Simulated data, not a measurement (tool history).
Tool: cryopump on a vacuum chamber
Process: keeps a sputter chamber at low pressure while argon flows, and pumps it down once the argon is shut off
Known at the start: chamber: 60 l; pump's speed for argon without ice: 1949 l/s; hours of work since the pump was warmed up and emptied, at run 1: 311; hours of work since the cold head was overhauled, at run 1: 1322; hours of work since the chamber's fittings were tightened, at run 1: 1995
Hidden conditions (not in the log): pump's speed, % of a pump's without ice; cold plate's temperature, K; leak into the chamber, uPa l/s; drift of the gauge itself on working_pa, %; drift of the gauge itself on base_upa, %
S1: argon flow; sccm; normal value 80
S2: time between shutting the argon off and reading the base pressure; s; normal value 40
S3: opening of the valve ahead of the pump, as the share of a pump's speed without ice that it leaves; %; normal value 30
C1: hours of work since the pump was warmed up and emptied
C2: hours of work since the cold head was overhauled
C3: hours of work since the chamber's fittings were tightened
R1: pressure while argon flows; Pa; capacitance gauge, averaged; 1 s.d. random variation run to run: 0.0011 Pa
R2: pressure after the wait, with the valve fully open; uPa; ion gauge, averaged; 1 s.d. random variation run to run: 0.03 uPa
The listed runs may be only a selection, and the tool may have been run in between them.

run	day	S1	S2	S3	C1	C2	C3	R1	R2
1	0.000	80	40	30	311	1322	1995	0.2348	2.69
2	1.875	80	40	30	346	1357	2030	0.2324	2.73
3	3.425	80	40	30	375	1386	2059	0.2379	2.77
4	4.521	80	40	18	395	1406	2079	0.3891	2.83
5	5.350	80	40	30	411	1422	2094	0.2371	2.81
6	7.212	80	40	30	445	1456	2129	0.2358	2.75
7	8.288	80	40	30	465	1477	2149	0.2357	2.79
8	9.967	80	40	30	497	1508	2180	0.2376	2.88
9	11.617	80	40	30	527	1539	2211	0.2362	2.92
10	12.700	80	40	30	548	1559	2231	0.2370	2.88
11	14.525	80	40	30	582	1593	2265	0.2390	2.89
12	16.346	80	40	30	616	1627	2299	0.2366	2.99
13	17.142	80	40	30	630	1642	2314	0.2390	2.98
14	18.362	45	40	30	653	1664	2337	0.1353	3.06
15	19.546	45	40	30	675	1686	2359	0.1339	3.00
16	20.529	45	40	16	694	1705	2377	0.2501	2.98
# day 20.912: leaking fittings of the chamber tightened, without venting
17	21.529	45	40	16	711	1722	11	0.2494	1.59
18	22.362	45	40	16	726	1737	27	0.2486	1.59
19	23.771	70	40	39	752	1764	53	0.1617	1.57
20	25.079	80	40	39	777	1788	78	0.1860	1.60
21	26.771	80	40	48	808	1819	109	0.1526	1.59
22	28.362	40	29	32	838	1849	139	0.1131	2.18
23	29.404	40	29	32	857	1869	158	0.1135	2.16
24	30.608	80	40	21	880	1891	181	0.3399	1.64
25	32.496	48	40	19	915	1926	216	0.2229	1.71
26	33.350	48	40	19	931	1942	232	0.2251	1.72
27	34.175	48	40	58	946	1957	247	0.0781	1.69
28	35.238	39	66	30	966	1977	267	0.1179	1.18
# day 36.358: pump warmed up, emptied and cooled again
29	36.771	39	66	30	8	2002	292	0.1129	1.16
30	38.004	115	37	30	31	2025	315	0.3326	1.76
31	39.667	131	30	32	62	2056	346	0.3574	2.24
32	40.629	131	30	32	80	2074	364	0.3592	2.19
33	42.521	80	63	17	115	2109	399	0.4118	1.26

Below are 3 alternative next runs, each starting from the tool's condition after run 33. Predict each:
A	43.504	127	35	44	133	2127	417	?	?
B	43.504	86	63	37	133	2127	417	?	?
C	43.504	97	95	26	133	2127	417	?	?

run	R1	R2
A	0.2530	2.02
B	0.2036	1.29
C	0.3258	0.98
With the hidden condition removed and each run's random variation left untouched, the same runs would have given:
run	R1	R2
A	0.2488	1.75
B	0.2008	1.02
C	0.3226	0.72
